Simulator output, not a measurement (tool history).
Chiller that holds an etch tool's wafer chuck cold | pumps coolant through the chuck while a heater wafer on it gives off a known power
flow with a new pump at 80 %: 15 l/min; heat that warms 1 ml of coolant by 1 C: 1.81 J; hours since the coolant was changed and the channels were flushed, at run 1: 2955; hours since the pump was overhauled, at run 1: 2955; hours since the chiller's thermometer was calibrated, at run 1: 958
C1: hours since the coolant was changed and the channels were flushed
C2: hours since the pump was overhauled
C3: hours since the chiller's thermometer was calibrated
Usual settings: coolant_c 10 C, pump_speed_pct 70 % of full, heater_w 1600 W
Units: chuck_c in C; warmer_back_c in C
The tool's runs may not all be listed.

run 1 hour=0.0 | coolant_c=10 pump_speed_pct=70 heater_w=1600 | C1=2955 C2=2955 C3=958 | chuck_c=29.0 warmer_back_c=4.35
run 2 hour=112.1 | coolant_c=10 pump_speed_pct=70 heater_w=1600 | C1=3067 C2=3067 C3=1070 | chuck_c=29.2 warmer_back_c=4.36
run 3 hour=188.5 | coolant_c=10 pump_speed_pct=70 heater_w=1600 | C1=3143 C2=3143 C3=1147 | chuck_c=29.1 warmer_back_c=4.36
run 4 hour=263.2 | coolant_c=10 pump_speed_pct=70 heater_w=1600 | C1=3218 C2=3218 C3=1221 | chuck_c=29.3 warmer_back_c=4.40
run 5 hour=376.2 | coolant_c=10 pump_speed_pct=70 heater_w=1600 | C1=3331 C2=3331 C3=1334 | chuck_c=29.5 warmer_back_c=4.36
run 6 hour=457.4 | coolant_c=10 pump_speed_pct=70 heater_w=1600 | C1=3412 C2=3412 C3=1416 | chuck_c=29.5 warmer_back_c=4.36
-- hour=474.4 coolant pump overhauled
run 7 hour=585.2 | coolant_c=10 pump_speed_pct=70 heater_w=1600 | C1=3535 C2=111 C3=1538 | chuck_c=30.2 warmer_back_c=4.61
run 8 hour=659.2 | coolant_c=10 pump_speed_pct=77 heater_w=1691 | C1=3609 C2=185 C3=1612 | chuck_c=30.2 warmer_back_c=4.36
run 9 hour=778.5 | coolant_c=10 pump_speed_pct=77 heater_w=1691 | C1=3728 C2=304 C3=1732 | chuck_c=30.4 warmer_back_c=4.41
-- hour=830.9 coolant pump overhauled, once more
run 10 hour=915.3 | coolant_c=19 pump_speed_pct=64 heater_w=1600 | C1=3860 C2=84 C3=1863 | chuck_c=39.3 warmer_back_c=4.52
run 11 hour=1037.1 | coolant_c=18 pump_speed_pct=70 heater_w=1600 | C1=3982 C2=206 C3=1985 | chuck_c=37.1 warmer_back_c=4.08
-- hour=1126.5 chiller's thermometer calibrated
run 12 hour=1173.7 | coolant_c=18 pump_speed_pct=70 heater_w=1600 | C1=4117 C2=342 C3=47 | chuck_c=37.1 warmer_back_c=4.08

Hidden state at the last listed run before each entry between runs and at the first one after, where it differs:
Between runs 6 and 7: coolant pump overhauled (hour 474.4)
  heat passed by the chuck's channels, % of clean ones': 87.6 -> 87.2; flow at a given pump speed, % of a new pump's: 93.2 -> 88.9; coolant's true temperature over the reading, C: 0.16 -> 0.18
  measured less the result without the state, chuck_c: +3.0 -> +3.9 C; warmer_back_c: +0.29 -> +0.51 C
Between runs 9 and 10: coolant pump overhauled, once more (hour 830.9)
  heat passed by the chuck's channels, % of clean ones': 86.5 -> 86; flow at a given pump speed, % of a new pump's: 88.6 -> 99.5; coolant's true temperature over the reading, C: 0.2 -> 0.22
  measured less the result without the state, chuck_c: +4.0 -> +2.7 C; warmer_back_c: +0.51 -> +0.02 C
Between runs 11 and 12: chiller's thermometer calibrated (hour 1126.5)
  heat passed by the chuck's channels, % of clean ones': 85.7 -> 85.2; flow at a given pump speed, % of a new pump's: 99.3 -> 99.1; coolant's true temperature over the reading, C: 0.24 -> -0.01
  measured less the result without the state, chuck_c: +2.7 -> +2.5 C; warmer_back_c: +0.03 -> +0.04 C

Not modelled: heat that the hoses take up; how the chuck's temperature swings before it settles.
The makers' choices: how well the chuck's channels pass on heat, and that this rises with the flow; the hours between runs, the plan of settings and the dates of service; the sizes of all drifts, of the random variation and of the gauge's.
